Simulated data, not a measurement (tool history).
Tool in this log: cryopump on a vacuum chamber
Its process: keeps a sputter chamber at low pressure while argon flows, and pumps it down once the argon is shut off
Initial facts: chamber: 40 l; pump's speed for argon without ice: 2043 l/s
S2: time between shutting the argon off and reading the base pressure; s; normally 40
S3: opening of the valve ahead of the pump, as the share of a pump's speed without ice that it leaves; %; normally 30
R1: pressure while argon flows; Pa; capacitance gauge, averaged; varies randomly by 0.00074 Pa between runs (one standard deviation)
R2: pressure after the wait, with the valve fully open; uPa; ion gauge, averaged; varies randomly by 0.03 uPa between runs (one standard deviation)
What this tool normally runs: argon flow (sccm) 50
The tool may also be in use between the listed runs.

Run 1, hour 0.0: usual settings. Result: R1 0.1455 Pa, R2 1.54 uPa.
Run 2, hour 73.9: usual settings. Result: R1 0.1456 Pa, R2 1.63 uPa.
Run 3, hour 130.9: usual settings. Result: R1 0.1465 Pa, R2 1.68 uPa.
Run 4, hour 212.3: usual settings but argon flow (sccm) 46. Result: R1 0.1359 Pa, R2 1.68 uPa.
Run 5, hour 293.4: usual settings but argon flow (sccm) 46. Result: R1 0.1357 Pa, R2 1.76 uPa.
Run 6, hour 346.2: usual settings but argon flow (sccm) 46. Result: R1 0.1378 Pa, R2 1.80 uPa.
At hour 372.9: pump warmed up, emptied and cooled again.
Run 7, hour 433.0: usual settings but argon flow (sccm) 46. Result: R1 0.1288 Pa, R2 1.77 uPa.
Run 8, hour 485.1: usual settings but S2 50 s. Result: R1 0.1418 Pa, R2 1.53 uPa.
Run 9, hour 546.4: usual settings but S2 148 s. Result: R1 0.1412 Pa, R2 0.82 uPa.
Run 10, hour 628.5: usual settings but S2 148 s. Result: R1 0.1407 Pa, R2 0.88 uPa.
Run 11, hour 692.4: usual settings but S2 148 s. Result: R1 0.1428 Pa, R2 0.91 uPa.
Run 12, hour 769.9: usual settings but S2 148 s. Result: R1 0.1438 Pa, R2 0.96 uPa.
Run 13, hour 822.0: usual settings but S2 148 s. Result: R1 0.1427 Pa, R2 1.01 uPa.
Run 14, hour 884.8: usual settings but S2 148 s. Result: R1 0.1434 Pa, R2 1.01 uPa.
Run 15, hour 936.9: usual settings but S2 148 s. Result: R1 0.1448 Pa, R2 1.07 uPa.
Run 16, hour 991.1: usual settings but argon flow (sccm) 22, S3 28 %. Result: R1 0.0681 Pa, R2 2.11 uPa.
Run 17, hour 1080.1: usual settings but argon flow (sccm) 31, S3 20 %. Result: R1 0.1324 Pa, R2 2.16 uPa.
Run 18, hour 1146.2: usual settings but argon flow (sccm) 89, S2 68 s, S3 31 %. Result: R1 0.2533 Pa, R2 1.58 uPa.
Run 19, hour 1204.3: usual settings but S2 240 s. Result: R1 0.1465 Pa, R2 1.08 uPa.
Run 20, hour 1325.9: usual settings but argon flow (sccm) 40, S2 207 s, S3 18 %. Result: R1 0.1924 Pa, R2 1.21 uPa.
Run 21, hour 1436.4: usual settings but argon flow (sccm) 40, S2 207 s, S3 18 %. Result: R1 0.1936 Pa, R2 1.24 uPa.
Run 22, hour 1494.9: usual settings but argon flow (sccm) 60. Result: R1 0.1792 Pa, R2 2.46 uPa.
At hour 1562.5: pump warmed up, emptied and cooled again.
Run 23, hour 1576.0: usual settings but argon flow (sccm) 60. Result: R1 0.1670 Pa, R2 2.34 uPa.
Run 24, hour 1655.3: usual settings but argon flow (sccm) 60. Result: R1 0.1673 Pa, R2 2.35 uPa.
Run 25, hour 1714.9: usual settings but argon flow (sccm) 60. Result: R1 0.1687 Pa, R2 2.39 uPa.
Run 26, hour 1833.1: usual settings but argon flow (sccm) 43, S2 191 s, S3 16 %. Result: R1 0.2274 Pa, R2 1.34 uPa.

What will run 27 give?
Run 27, hour 1929.7: usual settings but argon flow (sccm) 43, S2 191 s, S3 16 %. Result: R1 ?, R2 ?.

Run 27 yielded R1 0.2257 Pa, R2 1.36 uPa.
The same run, on a tool lacking any hidden state, would have yielded R1 0.2216 Pa, R2 0.41 uPa.
